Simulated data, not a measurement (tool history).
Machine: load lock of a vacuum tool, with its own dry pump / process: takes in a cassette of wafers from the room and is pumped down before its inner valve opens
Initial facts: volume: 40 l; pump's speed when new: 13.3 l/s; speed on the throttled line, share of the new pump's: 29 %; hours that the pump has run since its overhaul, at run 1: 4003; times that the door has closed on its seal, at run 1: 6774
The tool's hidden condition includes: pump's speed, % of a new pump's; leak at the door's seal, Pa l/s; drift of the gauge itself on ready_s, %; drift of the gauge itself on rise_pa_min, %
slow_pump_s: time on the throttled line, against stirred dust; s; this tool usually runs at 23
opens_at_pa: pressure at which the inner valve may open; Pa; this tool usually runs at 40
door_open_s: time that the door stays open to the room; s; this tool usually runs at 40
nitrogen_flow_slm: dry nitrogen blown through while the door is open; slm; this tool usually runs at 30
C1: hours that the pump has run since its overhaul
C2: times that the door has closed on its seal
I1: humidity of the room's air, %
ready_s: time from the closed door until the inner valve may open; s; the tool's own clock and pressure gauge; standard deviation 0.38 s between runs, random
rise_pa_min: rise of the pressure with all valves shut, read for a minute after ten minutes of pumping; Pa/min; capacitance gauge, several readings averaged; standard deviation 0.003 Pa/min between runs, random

{"run": 1, "hour": 0.0, "slow_pump_s": 23, "opens_at_pa": 40, "door_open_s": 40, "nitrogen_flow_slm": 30, "C1": 4003, "C2": 6774, "I1": 45.6, "ready_s": 39.3, "rise_pa_min": 0.013}
{"run": 2, "hour": 52.0, "slow_pump_s": 23, "opens_at_pa": 40, "door_open_s": 40, "nitrogen_flow_slm": 30, "C1": 4055, "C2": 6966, "I1": 42.4, "ready_s": 39.3, "rise_pa_min": 0.014}
{"run": 3, "hour": 151.1, "slow_pump_s": 23, "opens_at_pa": 40, "door_open_s": 147, "nitrogen_flow_slm": 30, "C1": 4154, "C2": 7332, "I1": 43.6, "ready_s": 39.1, "rise_pa_min": 0.018}
{"run": 4, "hour": 198.1, "slow_pump_s": 23, "opens_at_pa": 40, "door_open_s": 147, "nitrogen_flow_slm": 30, "C1": 4201, "C2": 7506, "I1": 42.5, "ready_s": 39.9, "rise_pa_min": 0.015}
{"run": 5, "hour": 243.6, "slow_pump_s": 23, "opens_at_pa": 76, "door_open_s": 40, "nitrogen_flow_slm": 30, "C1": 4246, "C2": 7674, "I1": 43.7, "ready_s": 37.9, "rise_pa_min": 0.015}
{"run": 6, "hour": 304.2, "slow_pump_s": 23, "opens_at_pa": 40, "door_open_s": 133, "nitrogen_flow_slm": 30, "C1": 4307, "C2": 7898, "I1": 45.2, "ready_s": 40.4, "rise_pa_min": 0.015}
{"run": 7, "hour": 399.9, "slow_pump_s": 40, "opens_at_pa": 40, "door_open_s": 133, "nitrogen_flow_slm": 30, "C1": 4402, "C2": 8252, "I1": 43, "ready_s": 52.9, "rise_pa_min": 0.021}
{"run": 8, "hour": 452.1, "slow_pump_s": 23, "opens_at_pa": 40, "door_open_s": 40, "nitrogen_flow_slm": 8, "C1": 4455, "C2": 8445, "I1": 51.1, "ready_s": 40.1, "rise_pa_min": 0.028}
{"run": 9, "hour": 546.3, "slow_pump_s": 23, "opens_at_pa": 40, "door_open_s": 40, "nitrogen_flow_slm": 8, "C1": 4549, "C2": 8793, "I1": 42.4, "ready_s": 39.7, "rise_pa_min": 0.026}
{"run": 10, "hour": 586.5, "slow_pump_s": 23, "opens_at_pa": 40, "door_open_s": 57, "nitrogen_flow_slm": 8, "C1": 4589, "C2": 8941, "I1": 43.8, "ready_s": 39.9, "rise_pa_min": 0.026}
{"run": 11, "hour": 651.3, "slow_pump_s": 23, "opens_at_pa": 40, "door_open_s": 57, "nitrogen_flow_slm": 8, "C1": 4654, "C2": 9180, "I1": 42.5, "ready_s": 40.8, "rise_pa_min": 0.029}
{"run": 12, "hour": 707.0, "slow_pump_s": 17, "opens_at_pa": 40, "door_open_s": 40, "nitrogen_flow_slm": 30, "C1": 4710, "C2": 9386, "I1": 47, "ready_s": 35.7, "rise_pa_min": 0.006}
{"run": 13, "hour": 790.0, "slow_pump_s": 17, "opens_at_pa": 40, "door_open_s": 40, "nitrogen_flow_slm": 30, "C1": 4793, "C2": 9693, "I1": 47, "ready_s": 36.3, "rise_pa_min": 0.016}
{"run": 14, "hour": 882.1, "slow_pump_s": 17, "opens_at_pa": 40, "door_open_s": 40, "nitrogen_flow_slm": 30, "C1": 4885, "C2": 10033, "I1": 46.4, "ready_s": 36, "rise_pa_min": 0.017}
{"run": 15, "hour": 968.8, "slow_pump_s": 17, "opens_at_pa": 40, "door_open_s": 40, "nitrogen_flow_slm": 30, "C1": 4971, "C2": 10354, "I1": 43.5, "ready_s": 36.4, "rise_pa_min": 0.015}
{"run": 16, "hour": 1023.7, "slow_pump_s": 23, "opens_at_pa": 40, "door_open_s": 187, "nitrogen_flow_slm": 30, "C1": 5026, "C2": 10556, "I1": 42.7, "ready_s": 40.3, "rise_pa_min": 0.017}
{"run": 17, "hour": 1108.0, "slow_pump_s": 23, "opens_at_pa": 40, "door_open_s": 40, "nitrogen_flow_slm": 30, "C1": 5111, "C2": 10868, "I1": 44.9, "ready_s": 39.6, "rise_pa_min": 0.005}
{"run": 18, "hour": 1198.7, "slow_pump_s": 23, "opens_at_pa": 80, "door_open_s": 40, "nitrogen_flow_slm": 30, "C1": 5201, "C2": 11203, "I1": 46.5, "ready_s": 37.3, "rise_pa_min": 0.012}
{"run": 19, "hour": 1294.1, "slow_pump_s": 22, "opens_at_pa": 40, "door_open_s": 48, "nitrogen_flow_slm": 14, "C1": 5297, "C2": 11555, "I1": 43, "ready_s": 38.8, "rise_pa_min": 0.018}
{"run": 20, "hour": 1362.9, "slow_pump_s": 13, "opens_at_pa": 33, "door_open_s": 219, "nitrogen_flow_slm": 11, "C1": 5365, "C2": 11810, "I1": 43.6, "ready_s": 33.4, "rise_pa_min": 0.041}
{"run": 21, "hour": 1455.2, "slow_pump_s": 23, "opens_at_pa": 63, "door_open_s": 40, "nitrogen_flow_slm": 9, "C1": 5458, "C2": 12151, "I1": 42, "ready_s": 39, "rise_pa_min": 0.026}
{"run": 22, "hour": 1504.4, "slow_pump_s": 23, "opens_at_pa": 31, "door_open_s": 48, "nitrogen_flow_slm": 30, "C1": 5507, "C2": 12332, "I1": 47, "ready_s": 41.5, "rise_pa_min": 0.012}
{"run": 23, "hour": 1596.3, "slow_pump_s": 23, "opens_at_pa": 31, "door_open_s": 48, "nitrogen_flow_slm": 30, "C1": 5599, "C2": 12672, "I1": 43.9, "ready_s": 40.6, "rise_pa_min": 0.014}
{"run": 24, "hour": 1690.7, "slow_pump_s": 23, "opens_at_pa": 31, "door_open_s": 48, "nitrogen_flow_slm": 30, "C1": 5693, "C2": 13021, "I1": 46.5, "ready_s": 40.5, "rise_pa_min": 0.015}
{"run": 25, "hour": 1742.6, "slow_pump_s": 17, "opens_at_pa": 35, "door_open_s": 40, "nitrogen_flow_slm": 30, "C1": 5745, "C2": 13213, "I1": 44.9, "ready_s": 35.4, "rise_pa_min": 0.016}
{"run": 26, "hour": 1829.9, "slow_pump_s": 23, "opens_at_pa": 29, "door_open_s": 157, "nitrogen_flow_slm": 10, "C1": 5832, "C2": 13535, "I1": 44.1, "ready_s": 41.1, "rise_pa_min": 0.033}
{"run": 27, "hour": 1875.8, "slow_pump_s": 21, "opens_at_pa": 40, "door_open_s": 40, "nitrogen_flow_slm": 30, "C1": 5878, "C2": 13704, "I1": 43.1, "ready_s": 38.5, "rise_pa_min": 0.015}
{"run": 28, "hour": 1922.5, "slow_pump_s": 33, "opens_at_pa": 40, "door_open_s": 164, "nitrogen_flow_slm": 30, "C1": 5925, "C2": 13877, "I1": 43.8, "ready_s": 46.9, "rise_pa_min": 0.021}
{"run": 29, "hour": 2000.7, "slow_pump_s": 25, "opens_at_pa": 40, "door_open_s": 129, "nitrogen_flow_slm": 10, "C1": 6003, "C2": 14166, "I1": 46.9, "ready_s": 42, "rise_pa_min": 0.04}
{"run": 30, "hour": 2046.1, "slow_pump_s": 23, "opens_at_pa": 53, "door_open_s": 40, "nitrogen_flow_slm": 30, "C1": 6049, "C2": 14334, "I1": 45.9, "ready_s": 39, "rise_pa_min": 0.014}
{"run": 31, "hour": 2106.8, "slow_pump_s": 23, "opens_at_pa": 53, "door_open_s": 40, "nitrogen_flow_slm": 30, "C1": 6109, "C2": 14558, "I1": 45.4, "ready_s": 39.4, "rise_pa_min": 0.013}
{"run": 32, "hour": 2147.3, "slow_pump_s": 23, "opens_at_pa": 53, "door_open_s": 40, "nitrogen_flow_slm": 30, "C1": 6150, "C2": 14708, "I1": 47.2, "ready_s": 39.2, "rise_pa_min": 0.01}
{"run": 33, "hour": 2218.7, "slow_pump_s": 31, "opens_at_pa": 40, "door_open_s": 166, "nitrogen_flow_slm": 4, "C1": 6221, "C2": 14972, "I1": 46.9, "ready_s": 46, "rise_pa_min": 0.058}
{"run": 34, "hour": 2276.9, "slow_pump_s": 22, "opens_at_pa": 28, "door_open_s": 224, "nitrogen_flow_slm": 4, "C1": 6280, "C2": 15187, "I1": 46.6, "ready_s": 40.3, "rise_pa_min": 0.07}
{"run": 35, "hour": 2361.9, "slow_pump_s": 23, "opens_at_pa": 40, "door_open_s": 25, "nitrogen_flow_slm": 5, "C1": 6364, "C2": 15501, "I1": 46.5, "ready_s": 40.1, "rise_pa_min": 0.024}
{"run": 36, "hour": 2404.9, "slow_pump_s": 23, "opens_at_pa": 40, "door_open_s": 25, "nitrogen_flow_slm": 5, "C1": 6408, "C2": 15660, "I1": 47.1, "ready_s": 39.9, "rise_pa_min": 0.028}

Alternative continuations, all from the tool just after run 36; predict every row:
{"run": "A", "hour": 2447.9, "slow_pump_s": 23, "opens_at_pa": 40, "door_open_s": 75, "nitrogen_flow_slm": 5, "C1": 6451, "C2": 15818, "I1": 45.8, "ready_s": "?", "rise_pa_min": "?"}
{"run": "B", "hour": 2447.9, "slow_pump_s": 23, "opens_at_pa": 31, "door_open_s": 213, "nitrogen_flow_slm": 5, "C1": 6451, "C2": 15818, "I1": 43, "ready_s": "?", "rise_pa_min": "?"}
{"run": "C", "hour": 2447.9, "slow_pump_s": 23, "opens_at_pa": 72, "door_open_s": 34, "nitrogen_flow_slm": 22, "C1": 6451, "C2": 15818, "I1": 43.3, "ready_s": "?", "rise_pa_min": "?"}
{"run": "D", "hour": 2447.9, "slow_pump_s": 14, "opens_at_pa": 40, "door_open_s": 40, "nitrogen_flow_slm": 41, "C1": 6451, "C2": 15818, "I1": 46.5, "ready_s": "?", "rise_pa_min": "?"}
{"run": "E", "hour": 2447.9, "slow_pump_s": 18, "opens_at_pa": 37, "door_open_s": 40, "nitrogen_flow_slm": 11, "C1": 6451, "C2": 15818, "I1": 45.3, "ready_s": "?", "rise_pa_min": "?"}

run=A ready_s=39.8 rise_pa_min=0.034
run=B ready_s=40.4 rise_pa_min=0.049
run=C ready_s=38.8 rise_pa_min=0.018
run=D ready_s=33.7 rise_pa_min=0.012
run=E ready_s=36.7 rise_pa_min=0.018
Had the tool no hidden state, the same runs would have come out as:
run=A ready_s=39.7 rise_pa_min=0.033
run=B ready_s=40.4 rise_pa_min=0.048
run=C ready_s=38.8 rise_pa_min=0.017
run=D ready_s=33.7 rise_pa_min=0.012
run=E ready_s=36.7 rise_pa_min=0.018
